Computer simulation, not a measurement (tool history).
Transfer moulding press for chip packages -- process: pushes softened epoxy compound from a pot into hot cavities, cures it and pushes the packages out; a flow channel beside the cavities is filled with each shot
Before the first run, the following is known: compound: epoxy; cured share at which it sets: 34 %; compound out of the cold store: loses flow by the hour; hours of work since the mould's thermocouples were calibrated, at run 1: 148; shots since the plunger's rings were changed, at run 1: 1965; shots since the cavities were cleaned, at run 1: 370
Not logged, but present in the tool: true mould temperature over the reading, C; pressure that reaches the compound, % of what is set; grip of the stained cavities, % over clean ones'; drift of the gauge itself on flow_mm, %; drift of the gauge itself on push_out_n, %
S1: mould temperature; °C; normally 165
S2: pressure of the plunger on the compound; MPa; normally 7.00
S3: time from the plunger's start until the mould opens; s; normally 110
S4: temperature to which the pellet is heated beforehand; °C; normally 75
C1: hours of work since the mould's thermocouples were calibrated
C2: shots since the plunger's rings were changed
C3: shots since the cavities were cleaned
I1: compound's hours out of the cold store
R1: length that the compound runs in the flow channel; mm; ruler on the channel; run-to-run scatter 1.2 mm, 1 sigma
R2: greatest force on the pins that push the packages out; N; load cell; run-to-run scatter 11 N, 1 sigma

run,hour,S1,S2,S3,S4,C1,C2,C3,I1,R1,R2
1,0.0,165,7.00,110,75,148,1965,370,46.2,795,744
2,7.9,165,7.00,110,75,153,2057,462,8.2,897,807
3,16.1,165,7.00,110,75,158,2153,558,46.3,793,774
4,22.6,165,7.00,110,75,163,2228,633,37.9,816,824
# hour 27.2: cavities cleaned with cleaning compound and waxed
5,33.2,165,7.00,110,75,169,2335,70,12.8,880,927
6,38.4,166,7.00,110,75,172,2395,130,10.5,887,904
7,43.7,166,5.96,110,75,176,2457,192,36.9,751,841
# hour 51.4: cavities cleaned with cleaning compound and waxed, once more
8,54.2,166,5.96,110,75,182,2562,32,16.3,802,548
9,61.5,166,5.96,110,75,186,2647,117,17.0,798,603
10,65.9,165,7.00,150,75,189,2699,169,33.5,820,558
11,75.2,165,7.00,150,75,195,2807,277,12.6,879,613
12,83.8,165,7.00,150,75,201,2907,377,10.6,885,672
13,91.2,165,7.00,110,75,206,2994,464,45.2,790,791
14,95.7,165,7.00,98,75,209,3046,516,34.1,820,966
15,100.1,170,7.39,110,75,212,3097,567,12.8,886,737
16,106.8,165,6.26,133,75,216,3175,645,43.6,751,734
# hour 110.5: cavities cleaned with cleaning compound and waxed
17,118.2,165,6.64,133,75,223,3291,89,37.3,789,530
18,123.4,165,7.00,106,66,226,3351,149,22.2,850,699
19,132.0,165,7.00,106,66,232,3452,250,12.9,874,751
20,142.1,165,8.14,108,70,239,3570,368,38.0,869,767
# hour 150.6: plunger's sealing rings changed
21,152.0,165,7.83,108,70,244,17,455,9.0,959,831
22,161.3,165,7.83,94,70,250,124,562,11.9,954,1121
23,166.5,157,6.08,149,73,253,185,623,38.8,787,772
# hour 172.0: cavities cleaned with cleaning compound and waxed
24,175.1,157,6.08,149,73,258,268,36,26.0,820,550
25,180.8,168,5.29,148,76,262,334,102,33.9,722,529
26,188.4,168,5.29,111,67,267,423,191,31.4,727,591
27,198.0,168,5.29,111,67,273,535,303,21.0,752,679
28,202.8,168,5.29,111,67,276,591,359,30.4,730,676

How would selected steps in R1 from run to run divide? Give the signed amount a tool lacking its hidden state would still show from settings, what came in and random variation, and the signed amount left for the hidden state, including any gauge scatter that is not in both of the compared results.
Run 6 -> 7: S2 7.00 -> 5.96. R1 -136 mm: hidden state +2, all else -138.
Run 15 -> 16: S1 170 -> 165, S2 7.39 -> 6.26, S3 110 -> 133. R1 -135 mm: hidden state +4, all else -139.
Run 20 -> 21: S2 8.14 -> 7.83, plunger's sealing rings changed. R1 +90 mm: hidden state +24, all else +66.
Run 22 -> 23: S1 165 -> 157, S2 7.83 -> 6.08, S3 94 -> 149, S4 70 -> 73. R1 -167 mm: hidden state +0, all else -167.
